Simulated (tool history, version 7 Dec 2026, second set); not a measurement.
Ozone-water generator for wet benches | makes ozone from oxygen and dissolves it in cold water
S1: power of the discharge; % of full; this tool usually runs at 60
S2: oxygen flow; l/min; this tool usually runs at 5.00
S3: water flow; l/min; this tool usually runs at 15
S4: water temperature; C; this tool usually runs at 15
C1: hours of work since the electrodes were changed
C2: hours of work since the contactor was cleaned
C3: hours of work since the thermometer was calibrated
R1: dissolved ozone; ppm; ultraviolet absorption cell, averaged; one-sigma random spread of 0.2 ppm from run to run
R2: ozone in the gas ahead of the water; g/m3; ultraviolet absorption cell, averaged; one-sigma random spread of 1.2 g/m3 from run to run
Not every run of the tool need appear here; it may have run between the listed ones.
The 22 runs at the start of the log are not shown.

run 23 hour=3514.4 | S1=55 S2=3.23 S3=15 S4=8 | C1=6509 C2=2360 C3=3435 | R1=23.3 R2=223.8
run 24 hour=3604.8 | S1=55 S2=3.23 S3=15 S4=8 | C1=6576 C2=2426 C3=3501 | R1=23.2 R2=223.2
run 25 hour=3733.3 | S1=99 S2=5.00 S3=22 S4=8 | C1=6671 C2=2521 C3=3596 | R1=27.0 R2=293.4
run 26 hour=3845.1 | S1=60 S2=5.00 S3=15 S4=8 | C1=6753 C2=2603 C3=3678 | R1=27.2 R2=198.8
-- hour=3882.1 water thermometer calibrated
run 27 hour=3948.4 | S1=60 S2=5.00 S3=15 S4=8 | C1=6829 C2=2679 C3=49 | R1=27.4 R2=200.5
run 28 hour=4120.8 | S1=75 S2=5.00 S3=15 S4=15 | C1=6956 C2=2806 C3=176 | R1=29.2 R2=235.5
run 29 hour=4306.2 | S1=72 S2=3.11 S3=23 S4=12 | C1=7092 C2=2943 C3=312 | R1=16.6 R2=273.8
run 30 hour=4397.3 | S1=72 S2=3.11 S3=12 S4=17 | C1=7160 C2=3010 C3=380 | R1=31.4 R2=276.0

Predict the results of run 31:
run 31 hour=4551.1 | S1=72 S2=3.11 S3=12 S4=17 | C1=7273 C2=3123 C3=493 | R1=? R2=?

R1: 30.9 ppm
R2: 272.3 g/m3
Minus the tool's unlogged condition, the same run would have read R1 36.5 ppm, R2 314.1 g/m3.

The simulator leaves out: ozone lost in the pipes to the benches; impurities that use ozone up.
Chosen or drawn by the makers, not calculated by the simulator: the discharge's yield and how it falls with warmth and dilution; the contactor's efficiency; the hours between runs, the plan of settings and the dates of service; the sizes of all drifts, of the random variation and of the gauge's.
